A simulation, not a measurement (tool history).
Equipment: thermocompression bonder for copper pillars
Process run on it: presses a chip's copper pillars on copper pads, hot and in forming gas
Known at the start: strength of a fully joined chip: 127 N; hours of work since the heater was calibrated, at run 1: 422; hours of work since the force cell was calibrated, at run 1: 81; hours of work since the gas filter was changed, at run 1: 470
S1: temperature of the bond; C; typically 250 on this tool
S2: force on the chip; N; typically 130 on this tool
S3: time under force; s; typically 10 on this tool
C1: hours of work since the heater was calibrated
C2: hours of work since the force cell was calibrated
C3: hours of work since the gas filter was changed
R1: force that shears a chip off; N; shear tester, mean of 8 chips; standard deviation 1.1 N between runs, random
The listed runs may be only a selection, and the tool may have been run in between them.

| run | hour | S1 | S2 | S3 | C1 | C2 | C3 | R1 |
|---|---|---|---|---|---|---|---|---|
| 1 | 0.0 | 250 | 130 | 10 | 422 | 81 | 470 | 84.2 |
| 2 | 6.3 | 250 | 130 | 10 | 425 | 84 | 473 | 81.4 |
| 3 | 16.0 | 250 | 130 | 10 | 430 | 89 | 478 | 80.7 |
| 4 | 27.2 | 250 | 130 | 8 | 436 | 95 | 483 | 76.7 |
| 5 | 38.7 | 250 | 130 | 8 | 441 | 100 | 489 | 76.6 |
| 6 | 45.9 | 250 | 130 | 10 | 445 | 104 | 493 | 81.7 |
|  | 48.3 | forming gas filter changed |
| 7 | 57.9 | 250 | 130 | 10 | 451 | 109 | 5 | 91.7 |
| 8 | 68.9 | 250 | 130 | 6 | 456 | 115 | 10 | 79.8 |
| 9 | 78.5 | 250 | 130 | 15 | 461 | 119 | 15 | 101.2 |
| 10 | 91.3 | 250 | 130 | 15 | 467 | 126 | 21 | 99.4 |
| 11 | 105.6 | 250 | 117 | 10 | 474 | 133 | 28 | 86.8 |
| 12 | 119.0 | 250 | 117 | 10 | 481 | 139 | 35 | 88.5 |
| 13 | 126.2 | 250 | 117 | 10 | 484 | 143 | 38 | 83.6 |
| 14 | 134.8 | 250 | 130 | 13 | 488 | 147 | 42 | 96.4 |
| 15 | 146.5 | 250 | 130 | 13 | 494 | 153 | 48 | 97.8 |
| 16 | 154.2 | 271 | 156 | 10 | 498 | 157 | 52 | 109.9 |
| 17 | 167.4 | 242 | 148 | 21 | 504 | 163 | 58 | 105.5 |
| 18 | 177.3 | 221 | 94 | 7 | 509 | 168 | 63 | 43.5 |
| 19 | 188.0 | 221 | 94 | 7 | 515 | 173 | 69 | 44.6 |
| 20 | 194.6 | 273 | 130 | 10 | 518 | 177 | 72 | 105.6 |
| 21 | 201.2 | 221 | 152 | 25 | 521 | 180 | 75 | 92.7 |
| 22 | 214.6 | 256 | 113 | 6 | 528 | 186 | 82 | 78.4 |
| 23 | 225.0 | 256 | 113 | 6 | 533 | 191 | 87 | 76.9 |
| 24 | 237.0 | 250 | 122 | 6 | 539 | 197 | 93 | 73.8 |
| 25 | 245.7 | 250 | 99 | 29 | 543 | 202 | 97 | 99.0 |
| 26 | 257.5 | 250 | 99 | 29 | 549 | 207 | 103 | 99.2 |
| 27 | 263.7 | 250 | 151 | 29 | 552 | 210 | 106 | 113.2 |

3 ways to go on from here, each from the tool as it stands after run 27. What would each give?
| A | 271.5 | 250 | 151 | 7 | 556 | 214 | 110 | ? |
| B | 271.5 | 250 | 151 | 23 | 556 | 214 | 110 | ? |
| C | 271.5 | 228 | 150 | 29 | 556 | 214 | 110 | ? |

| run | R1 |
|---|---|
| A | 88.3 |
| B | 109.5 |
| C | 101.2 |
Take away the tool's hidden state, keep each run's random variation, and the runs would have read:
| run | R1 |
|---|---|
| A | 92.6 |
| B | 113.7 |
| C | 105.6 |

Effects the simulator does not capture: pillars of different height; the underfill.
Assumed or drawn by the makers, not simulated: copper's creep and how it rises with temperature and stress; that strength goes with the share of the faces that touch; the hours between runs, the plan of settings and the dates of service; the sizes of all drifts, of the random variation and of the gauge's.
